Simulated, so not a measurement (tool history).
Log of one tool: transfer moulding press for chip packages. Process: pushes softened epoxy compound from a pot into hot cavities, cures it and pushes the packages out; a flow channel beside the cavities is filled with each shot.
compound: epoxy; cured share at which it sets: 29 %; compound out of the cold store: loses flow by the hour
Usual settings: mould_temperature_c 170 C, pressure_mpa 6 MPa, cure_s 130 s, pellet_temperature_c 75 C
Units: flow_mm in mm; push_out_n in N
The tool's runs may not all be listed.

| run | hour | mould_temperature_c | pressure_mpa | cure_s | pellet_temperature_c | incoming compound's hours out of the cold store | flow_mm | push_out_n |
|---|---|---|---|---|---|---|---|---|
| 1 | 0 | 170 | 6 | 130 | 75 | 33.4 | 857 | 361 |
|  | 20.9 | cavities cleaned with cleaning compound and waxed |
| 2 | 21.6 | 170 | 6 | 113 | 75 | 30.7 | 863 | 236 |
| 3 | 42.1 | 170 | 6 | 113 | 69 | 46.2 | 785 | 298 |
| 4 | 58.4 | 170 | 6 | 130 | 75 | 32.6 | 853 | 296 |
| 5 | 88.8 | 170 | 4.66 | 130 | 75 | 39 | 709 | 334 |
| 6 | 116.2 | 170 | 6 | 130 | 75 | 33.4 | 831 | 367 |
|  | 133.3 | cavities cleaned with cleaning compound and waxed |
| 7 | 137.5 | 170 | 6 | 130 | 75 | 14.6 | 961 | 216 |
| 8 | 167.2 | 164 | 6 | 130 | 75 | 19.1 | 947 | 408 |
| 9 | 195.8 | 170 | 6 | 130 | 78 | 41.5 | 765 | 339 |
| 10 | 221.8 | 170 | 6 | 130 | 78 | 25 | 855 | 352 |
| 11 | 238.4 | 170 | 6 | 130 | 78 | 12.5 | 946 | 375 |
|  | 245.7 | cavities cleaned with cleaning compound and waxed |
| 12 | 267.3 | 170 | 6 | 130 | 78 | 38.8 | 774 | 271 |
| 13 | 294.2 | 170 | 6 | 130 | 78 | 30.4 | 819 | 322 |
| 14 | 324.9 | 170 | 6 | 130 | 78 | 27.4 | 837 | 358 |
| 15 | 342.5 | 170 | 6 | 130 | 78 | 37.8 | 768 | 359 |
|  | 359.9 | cavities cleaned with cleaning compound and waxed |
| 16 | 368.1 | 170 | 6 | 130 | 78 | 35.7 | 791 | 248 |
| 17 | 394.1 | 176 | 5.61 | 130 | 75 | 34.7 | 748 | 285 |
| 18 | 409.3 | 176 | 7.42 | 130 | 80 | 16.7 | 954 | 302 |
| 19 | 437.4 | 176 | 7.39 | 130 | 76 | 42.9 | 812 | 332 |
| 20 | 464 | 176 | 7.39 | 130 | 76 | 46.1 | 785 | 343 |
|  | 472.2 | cavities cleaned with cleaning compound and waxed |
| 21 | 488.5 | 174 | 7.27 | 130 | 81 | 26.1 | 892 | 231 |
| 22 | 512.8 | 174 | 6.68 | 130 | 81 | 44.2 | 747 | 295 |
|  | 534.2 | plunger's sealing rings changed |
| 23 | 543.9 | 170 | 6 | 119 | 75 | 30.9 | 896 | 368 |
| 24 | 561.5 | 170 | 6 | 119 | 75 | 19.6 | 981 | 395 |
| 25 | 582.2 | 165 | 5.8 | 119 | 75 | 25 | 955 | 528 |
|  | 587.6 | cavities cleaned with cleaning compound and waxed |
| 26 | 610.6 | 165 | 5.8 | 119 | 75 | 19.7 | 981 | 397 |

Run 27 comes next. What will it give?
| 27 | 636.3 | 170 | 6 | 128 | 75 | 38.8 | ? | ? |

{"run 27": {"flow_mm": 846, "push_out_n": 315}}
Without the tool's hidden state the same run would have given flow_mm 860 mm, push_out_n 197 N.
